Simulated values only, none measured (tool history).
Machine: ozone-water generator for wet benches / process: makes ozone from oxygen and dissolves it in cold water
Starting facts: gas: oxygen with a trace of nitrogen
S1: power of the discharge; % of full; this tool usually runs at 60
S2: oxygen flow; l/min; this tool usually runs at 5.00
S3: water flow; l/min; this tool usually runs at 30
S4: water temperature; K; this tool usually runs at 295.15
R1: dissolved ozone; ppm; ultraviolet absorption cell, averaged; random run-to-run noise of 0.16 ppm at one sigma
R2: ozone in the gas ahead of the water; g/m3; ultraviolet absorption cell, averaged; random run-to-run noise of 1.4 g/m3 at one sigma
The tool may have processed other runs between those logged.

run 1 hour=0.0 | S1=60 S2=5.00 S3=30 S4=295.15 | R1=21.8 R2=254.0
run 2 hour=24.6 | S1=60 S2=5.00 S3=30 S4=295.15 | R1=21.7 R2=252.6
run 3 hour=42.5 | S1=60 S2=5.00 S3=30 S4=295.15 | R1=21.4 R2=251.6
-- hour=62.9 contactor cleaned
run 4 hour=71.7 | S1=60 S2=5.00 S3=30 S4=295.15 | R1=21.8 R2=252.1
run 5 hour=100.8 | S1=60 S2=5.00 S3=30 S4=295.15 | R1=21.6 R2=251.7
run 6 hour=141.2 | S1=60 S2=5.00 S3=36 S4=295.15 | R1=18.3 R2=249.5
run 7 hour=168.9 | S1=60 S2=5.00 S3=36 S4=295.15 | R1=18.7 R2=250.3
run 8 hour=204.0 | S1=47 S2=5.00 S3=30 S4=295.15 | R1=18.6 R2=217.5
run 9 hour=226.3 | S1=60 S2=5.00 S3=30 S4=295.15 | R1=21.9 R2=249.7
run 10 hour=259.8 | S1=60 S2=5.00 S3=30 S4=295.15 | R1=21.7 R2=247.3
run 11 hour=299.6 | S1=81 S2=5.00 S3=30 S4=295.15 | R1=25.8 R2=297.6
run 12 hour=317.9 | S1=60 S2=5.00 S3=30 S4=294.15 | R1=21.9 R2=247.9
run 13 hour=339.2 | S1=60 S2=5.00 S3=30 S4=295.15 | R1=21.4 R2=246.6
run 14 hour=379.9 | S1=46 S2=5.00 S3=30 S4=295.15 | R1=18.5 R2=212.7
run 15 hour=414.4 | S1=46 S2=5.00 S3=30 S4=295.15 | R1=18.4 R2=212.4
run 16 hour=435.3 | S1=60 S2=5.00 S3=30 S4=295.15 | R1=21.7 R2=247.3
run 17 hour=454.6 | S1=60 S2=5.00 S3=30 S4=295.15 | R1=21.7 R2=246.7
run 18 hour=489.6 | S1=86 S2=7.53 S3=40 S4=291.15 | R1=23.1 R2=246.7
run 19 hour=512.2 | S1=86 S2=7.53 S3=40 S4=291.15 | R1=23.2 R2=245.0
run 20 hour=553.2 | S1=47 S2=3.13 S3=42 S4=292.15 | R1=12.6 R2=269.8
run 21 hour=581.3 | S1=47 S2=3.13 S3=42 S4=292.15 | R1=12.7 R2=267.4
-- hour=608.8 gauge calibrated
run 22 hour=619.1 | S1=47 S2=3.13 S3=42 S4=292.15 | R1=12.4 R2=275.9
run 23 hour=644.3 | S1=47 S2=3.13 S3=39 S4=292.15 | R1=13.5 R2=274.3
run 24 hour=685.2 | S1=44 S2=5.00 S3=30 S4=291.15 | R1=19.0 R2=207.4
run 25 hour=725.2 | S1=44 S2=5.00 S3=30 S4=291.15 | R1=19.1 R2=207.9
run 26 hour=743.7 | S1=48 S2=5.00 S3=30 S4=292.15 | R1=20.0 R2=220.1
run 27 hour=775.3 | S1=48 S2=5.00 S3=30 S4=292.15 | R1=19.4 R2=219.1
run 28 hour=797.2 | S1=48 S2=5.00 S3=30 S4=292.15 | R1=19.5 R2=221.3
run 29 hour=826.4 | S1=48 S2=3.01 S3=41 S4=292.15 | R1=13.0 R2=280.4
run 30 hour=864.8 | S1=48 S2=3.01 S3=41 S4=292.15 | R1=13.0 R2=283.5
run 31 hour=887.0 | S1=68 S2=2.80 S3=36 S4=289.15 | R1=18.1 R2=355.1
run 32 hour=919.4 | S1=95 S2=7.68 S3=36 S4=290.15 | R1=27.1 R2=261.5

4 ways to go on from here, each from the tool as it stands after run 32. What would each give?
run A hour=954.7 | S1=72 S2=7.68 S3=36 S4=290.15 | R1=? R2=?
run B hour=954.7 | S1=42 S2=3.12 S3=36 S4=290.15 | R1=? R2=?
run C hour=954.7 | S1=60 S2=5.00 S3=30 S4=302.15 | R1=? R2=?
run D hour=954.7 | S1=95 S2=5.00 S3=26 S4=295.15 | R1=? R2=?

run=A R1=23.2 R2=221.3
run=B R1=14.1 R2=254.4
run=C R1=19.7 R2=249.2
run=D R1=31.5 R2=328.6
Had the tool no hidden state, the same runs would have come out as:
run=A R1=23.3 R2=225.1
run=B R1=14.1 R2=258.7
run=C R1=19.7 R2=253.5
run=D R1=31.5 R2=334.2
